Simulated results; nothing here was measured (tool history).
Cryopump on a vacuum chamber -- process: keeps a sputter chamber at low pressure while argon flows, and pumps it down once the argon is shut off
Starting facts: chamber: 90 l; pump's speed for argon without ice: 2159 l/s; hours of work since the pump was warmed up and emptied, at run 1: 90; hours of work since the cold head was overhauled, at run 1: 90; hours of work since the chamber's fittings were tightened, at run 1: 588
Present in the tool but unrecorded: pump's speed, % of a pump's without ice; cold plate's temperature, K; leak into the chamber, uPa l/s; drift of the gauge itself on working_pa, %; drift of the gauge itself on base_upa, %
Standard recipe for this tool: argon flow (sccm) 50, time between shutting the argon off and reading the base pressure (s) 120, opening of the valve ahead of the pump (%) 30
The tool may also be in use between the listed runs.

run	hour	argon flow (sccm)	time between shutting the argon off and reading the base pressure (s)	opening of the valve ahead of the pump (%)	hours of work since the pump was warmed up and emptied	hours of work since the cold head was overhauled	hours of work since the chamber's fittings were tightened	pressure while argon flows (Pa)	pressure after the wait (uPa)
1	0.0	50	120	30	90	90	588	0.1317	1.22
2	13.7	50	66	30	97	97	596	0.1312	1.76
3	24.5	50	66	30	104	104	602	0.1313	1.77
4	37.9	50	23	30	111	111	610	0.1314	3.59
5	55.3	50	23	30	121	121	619	0.1314	3.68
6	65.5	50	23	30	127	127	625	0.1309	3.71
7	80.0	49	120	30	135	135	633	0.1281	1.32
8	93.4	49	120	30	142	142	641	0.1293	1.39
9	104.5	49	120	30	149	149	647	0.1293	1.29
10	116.3	49	120	30	155	155	654	0.1289	1.35
11	125.0	62	120	30	160	160	659	0.1647	1.32
12	140.9	50	120	30	169	169	668	0.1327	1.42
13	160.1	50	120	30	180	180	678	0.1324	1.36
14	177.3	50	120	30	190	190	688	0.1321	1.37
15	196.7	50	120	30	200	200	699	0.1320	1.39
16	205.3	32	120	30	205	205	704	0.0840	1.39
17	217.5	50	256	30	212	212	711	0.1316	1.12
18	233.8	50	151	59	221	221	720	0.0676	1.28
19	247.1	50	120	24	229	229	727	0.1664	1.40
20	256.9	34	100	19	234	234	733	0.1395	1.52
21	275.1	86	103	32	245	245	743	0.2144	1.60
22	292.7	86	103	32	254	254	753	0.2145	1.54
23	309.0	29	150	30	264	264	762	0.0769	1.32
24	322.5	41	226	17	271	271	770	0.1908	1.28
25	337.8	33	27	21	280	280	778	0.1250	3.40
26	348.0	25	124	21	286	286	784	0.0946	1.51
27	366.1	25	124	21	296	296	794	0.0940	1.51
28	374.5	45	141	30	301	301	799	0.1202	1.42
29	386.1	45	141	30	307	307	806	0.1220	1.47
30	400.1	52	69	27	315	315	813	0.1537	1.93
31	419.1	52	208	54	326	326	824	0.0778	1.33
32	432.8	37	29	50	333	333	832	0.0596	3.33
33	440.8	37	29	50	338	338	836	0.0606	3.34
34	457.8	37	29	50	347	347	846	0.0601	3.33

Alternative continuations, all from the tool just after run 34; predict every row:
A	467.0	84	37	30	353	353	851	?	?
B	467.0	36	62	20	353	353	851	?	?
C	467.0	37	29	18	353	353	851	?	?
D	467.0	68	264	50	353	353	851	?	?

run	pressure while argon flows (Pa)	pressure after the wait (uPa)
A	0.2250	2.82
B	0.1441	2.11
C	0.1638	3.29
D	0.1114	1.29
Had the tool no hidden state, the same runs would have come out as:
run	pressure while argon flows (Pa)	pressure after the wait (uPa)
A	0.2202	1.94
B	0.1421	1.22
C	0.1617	2.41
D	0.1074	0.38

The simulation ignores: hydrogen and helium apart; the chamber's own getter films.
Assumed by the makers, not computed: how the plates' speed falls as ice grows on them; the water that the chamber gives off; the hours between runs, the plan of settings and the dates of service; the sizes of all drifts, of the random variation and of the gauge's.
